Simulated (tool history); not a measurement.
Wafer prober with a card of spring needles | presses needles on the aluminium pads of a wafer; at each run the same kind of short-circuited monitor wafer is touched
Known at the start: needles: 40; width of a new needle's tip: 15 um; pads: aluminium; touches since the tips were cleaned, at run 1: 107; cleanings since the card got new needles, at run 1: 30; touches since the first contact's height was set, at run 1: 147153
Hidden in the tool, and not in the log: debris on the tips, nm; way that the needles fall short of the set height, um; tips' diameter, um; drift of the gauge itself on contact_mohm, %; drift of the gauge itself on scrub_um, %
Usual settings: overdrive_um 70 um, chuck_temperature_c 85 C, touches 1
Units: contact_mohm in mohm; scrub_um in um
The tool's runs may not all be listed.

run,hour,overdrive_um,chuck_temperature_c,touches,touches since the tips were cleaned,cleanings since the card got new needles,touches since the first contact's height was set,contact_mohm,scrub_um
1,0,70,85,1,107,30,147153,238,8.61
# hour 9.1: tips cleaned on abrasive film
2,12.9,51,85,1,2185,31,154522,448,6.07
# hour 16.9: tips cleaned on abrasive film
# hour 25.4: tips cleaned on abrasive film
3,25.4,51,85,1,0,33,161616,242,6.03
# hour 33.3: tips cleaned on abrasive film
4,40.9,70,31,1,4362,34,170509,306,8.35
# hour 42: tips cleaned on abrasive film
# hour 50.3: tips cleaned on abrasive film
5,52.7,70,31,1,1421,36,177230,257,8.48
# hour 59.3: tips cleaned on abrasive film
6,66.3,70,85,1,4021,37,184987,309,8.47
# hour 67.2: tips cleaned on abrasive film
# hour 75.5: tips cleaned on abrasive film
7,75.5,70,85,1,0,39,190156,236,8.4
# hour 83.9: tips cleaned on abrasive film
8,89.3,51,85,1,3098,40,198093,358,5.94
# hour 92.7: tips cleaned on abrasive film
9,100.4,70,85,1,4433,41,204444,312,8.4
# hour 101.6: tips cleaned on abrasive film
# hour 104.2: tips cleaned on abrasive film, once more
10,111.5,70,85,1,4173,43,210698,315,8.32
# hour 113.3: tips cleaned on abrasive film
11,120.6,70,85,1,4178,44,215898,309,8.43
# hour 122.6: tips cleaned on abrasive film
# hour 130.9: tips cleaned on abrasive film
12,134.2,70,85,1,1924,46,223664,284,8.35
# hour 139.9: tips cleaned on abrasive film
# hour 147.9: tips cleaned on abrasive film
13,153.2,70,85,1,3060,48,234494,302,8.38
# hour 155.8: tips cleaned on abrasive film
# hour 163.7: tips cleaned on abrasive film
14,164.4,70,85,1,438,50,240856,255,8.33
# hour 172.4: tips cleaned on abrasive film
15,177.1,70,85,1,2675,51,248073,300,8.26
# hour 179.7: height of the first contact set anew
# hour 181.2: tips cleaned on abrasive film
# hour 189.8: tips cleaned on abrasive film
16,196.5,60,104,1,3844,53,9519,332,7.57
# hour 198: tips cleaned on abrasive film
# hour 206.1: tips cleaned on abrasive film
17,207.4,72,85,1,739,55,15732,258,9.06
# hour 214.2: tips cleaned on abrasive film
# hour 222.6: tips cleaned on abrasive film
18,227,56,44,1,2545,57,26933,308,7.05
# hour 230.7: tips cleaned on abrasive film
# hour 239.1: tips cleaned on abrasive film
19,243.8,55,30,1,2673,59,36469,319,6.93
# hour 248.7: tips cleaned on abrasive film
20,254,84,42,2,3071,60,42306,248,10.57
# hour 256.5: tips cleaned on abrasive film
21,262.7,88,85,1,3527,61,47243,282,11.1
# hour 264.5: tips cleaned on abrasive film
# hour 273.1: tips cleaned on abrasive film
22,274.3,88,85,1,678,63,53820,246,11.01
# hour 281.4: tips cleaned on abrasive film
# hour 290.7: tips cleaned on abrasive film
23,292.7,52,94,1,1137,65,64331,301,6.47
# hour 299.6: tips cleaned on abrasive film
# hour 308.2: tips cleaned on abrasive film
24,310.1,52,94,1,1081,67,74241,283,6.45
# hour 316.5: tips cleaned on abrasive film
25,322.3,70,108,2,3381,68,81255,276,8.64
# hour 325.5: tips cleaned on abrasive film
26,331.1,52,71,2,3239,69,86263,306,6.45
# hour 334: tips cleaned on abrasive film
27,339.3,52,71,2,3054,70,90938,314,6.46
# hour 343.6: tips cleaned on abrasive film
# hour 352.5: tips cleaned on abrasive film
28,358.9,59,89,1,3656,72,102120,331,7.29
# hour 361.1: tips cleaned on abrasive film
# hour 369.7: tips cleaned on abrasive film
29,369.7,70,85,2,0,74,108260,238,8.8

Forecast each of these 3 alternatives for the next run:
# hour 378.9: tips cleaned on abrasive film
# hour 387.3: tips cleaned on abrasive film
A,387.3,70,71,2,0,76,118272,?,?
# hour 378.9: tips cleaned on abrasive film
# hour 387.3: tips cleaned on abrasive film
B,387.3,75,85,1,0,76,118272,?,?
# hour 378.9: tips cleaned on abrasive film
# hour 387.3: tips cleaned on abrasive film
C,387.3,51,37,1,0,76,118272,?,?

run,contact_mohm,scrub_um
A,229,8.66
B,237,9.36
C,235,6.28
Without the tool's hidden state the same runs would have given:
run,contact_mohm,scrub_um
A,225,8.86
B,231,9.56
C,224,6.48
